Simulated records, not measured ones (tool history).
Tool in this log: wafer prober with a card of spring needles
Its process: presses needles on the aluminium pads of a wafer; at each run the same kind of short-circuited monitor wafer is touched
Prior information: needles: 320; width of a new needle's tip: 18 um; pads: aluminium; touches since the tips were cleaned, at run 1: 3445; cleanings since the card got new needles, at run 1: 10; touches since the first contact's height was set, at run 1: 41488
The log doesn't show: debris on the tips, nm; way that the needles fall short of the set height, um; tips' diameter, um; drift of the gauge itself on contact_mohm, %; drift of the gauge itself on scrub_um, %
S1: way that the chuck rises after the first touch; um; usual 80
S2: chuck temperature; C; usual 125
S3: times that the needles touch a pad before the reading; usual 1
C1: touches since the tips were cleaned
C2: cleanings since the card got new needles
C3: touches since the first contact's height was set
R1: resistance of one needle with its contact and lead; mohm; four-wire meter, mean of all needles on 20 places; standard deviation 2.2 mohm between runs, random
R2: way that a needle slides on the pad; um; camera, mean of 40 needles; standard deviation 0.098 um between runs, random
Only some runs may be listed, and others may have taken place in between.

run 1 hour=0.0 | S1=80 S2=125 S3=1 | C1=3445 C2=10 C3=41488 | R1=312 R2=18.90
-- hour=1.3 tips cleaned on abrasive film
run 2 hour=12.6 | S1=80 S2=125 S3=1 | C1=2286 C2=11 C3=44019 | R1=298 R2=19.19
-- hour=19.8 tips cleaned on abrasive film
run 3 hour=24.9 | S1=80 S2=125 S3=1 | C1=1044 C2=12 C3=46501 | R1=282 R2=18.89
-- hour=37.9 tips cleaned on abrasive film
run 4 hour=37.9 | S1=80 S2=125 S3=1 | C1=14 C2=13 C3=49115 | R1=253 R2=19.01
run 5 hour=46.4 | S1=90 S2=125 S3=1 | C1=1729 C2=13 C3=50830 | R1=279 R2=21.38
-- hour=55.8 tips cleaned on abrasive film
run 6 hour=56.5 | S1=90 S2=125 S3=1 | C1=129 C2=14 C3=52853 | R1=249 R2=21.16
run 7 hour=69.8 | S1=90 S2=125 S3=1 | C1=2832 C2=14 C3=55556 | R1=288 R2=21.47
-- hour=74.1 tips cleaned on abrasive film
run 8 hour=84.5 | S1=98 S2=125 S3=1 | C1=2108 C2=15 C3=58503 | R1=275 R2=23.12
-- hour=92.1 tips cleaned on abrasive film
run 9 hour=100.5 | S1=98 S2=125 S3=1 | C1=1702 C2=16 C3=61743 | R1=265 R2=23.39
-- hour=110.4 tips cleaned on abrasive film
run 10 hour=114.8 | S1=98 S2=125 S3=1 | C1=903 C2=17 C3=64616 | R1=264 R2=23.33
-- hour=128.0 tips cleaned on abrasive film
run 11 hour=128.1 | S1=98 S2=125 S3=1 | C1=20 C2=18 C3=67286 | R1=246 R2=23.03
run 12 hour=144.0 | S1=80 S2=125 S3=2 | C1=3251 C2=18 C3=70517 | R1=293 R2=18.85
-- hour=146.4 tips cleaned on abrasive film
run 13 hour=160.8 | S1=80 S2=125 S3=1 | C1=2920 C2=19 C3=73899 | R1=309 R2=18.68
-- hour=164.4 tips cleaned on abrasive film
run 14 hour=175.9 | S1=80 S2=125 S3=1 | C1=2334 C2=20 C3=76937 | R1=303 R2=18.65
-- hour=182.3 tips cleaned on abrasive film
run 15 hour=192.9 | S1=96 S2=25 S3=1 | C1=2156 C2=21 C3=80359 | R1=261 R2=22.68
-- hour=200.4 tips cleaned on abrasive film
run 16 hour=205.0 | S1=76 S2=101 S3=2 | C1=920 C2=22 C3=82788 | R1=262 R2=17.77
-- hour=206.6 height of the first contact set anew
-- hour=218.7 tips cleaned on abrasive film
run 17 hour=218.7 | S1=80 S2=101 S3=1 | C1=10 C2=23 C3=2431 | R1=244 R2=18.51
run 18 hour=234.1 | S1=80 S2=37 S3=2 | C1=3136 C2=23 C3=5557 | R1=268 R2=18.47
-- hour=236.8 tips cleaned on abrasive film
-- hour=246.0 height of the first contact set anew, once more
run 19 hour=249.5 | S1=80 S2=37 S3=2 | C1=2524 C2=24 C3=710 | R1=263 R2=18.91
-- hour=254.7 tips cleaned on abrasive film
run 20 hour=258.3 | S1=66 S2=35 S3=2 | C1=724 C2=25 C3=2471 | R1=254 R2=15.84
-- hour=272.6 tips cleaned on abrasive film
run 21 hour=273.9 | S1=66 S2=35 S3=2 | C1=276 C2=26 C3=5620 | R1=244 R2=15.80
run 22 hour=283.5 | S1=83 S2=100 S3=1 | C1=2213 C2=26 C3=7557 | R1=287 R2=19.70
-- hour=290.2 tips cleaned on abrasive film
run 23 hour=290.6 | S1=83 S2=100 S3=1 | C1=84 C2=27 C3=8979 | R1=248 R2=19.65
run 24 hour=299.6 | S1=80 S2=27 S3=2 | C1=1910 C2=27 C3=10805 | R1=251 R2=19.02
-- hour=308.6 tips cleaned on abrasive film
run 25 hour=315.5 | S1=80 S2=27 S3=2 | C1=1397 C2=28 C3=14001 | R1=253 R2=19.21
run 26 hour=325.9 | S1=81 S2=125 S3=2 | C1=3507 C2=28 C3=16111 | R1=288 R2=19.27

What if the next run were any one of these 3? Each begins from the tool's condition after run 26:
-- hour=327.3 tips cleaned on abrasive film
run A hour=335.2 | S1=77 S2=125 S3=1 | C1=1618 C2=29 C3=17984 | R1=? R2=?
-- hour=327.3 tips cleaned on abrasive film
run B hour=335.2 | S1=80 S2=125 S3=2 | C1=1618 C2=29 C3=17984 | R1=? R2=?
-- hour=327.3 tips cleaned on abrasive film
run C hour=335.2 | S1=61 S2=32 S3=1 | C1=1618 C2=29 C3=17984 | R1=? R2=?

run=A R1=299 R2=18.35
run=B R1=277 R2=19.08
run=C R1=317 R2=14.57
Had the tool no hidden state, the same runs would have come out as:
run=A R1=249 R2=18.43
run=B R1=248 R2=19.16
run=C R1=229 R2=14.65
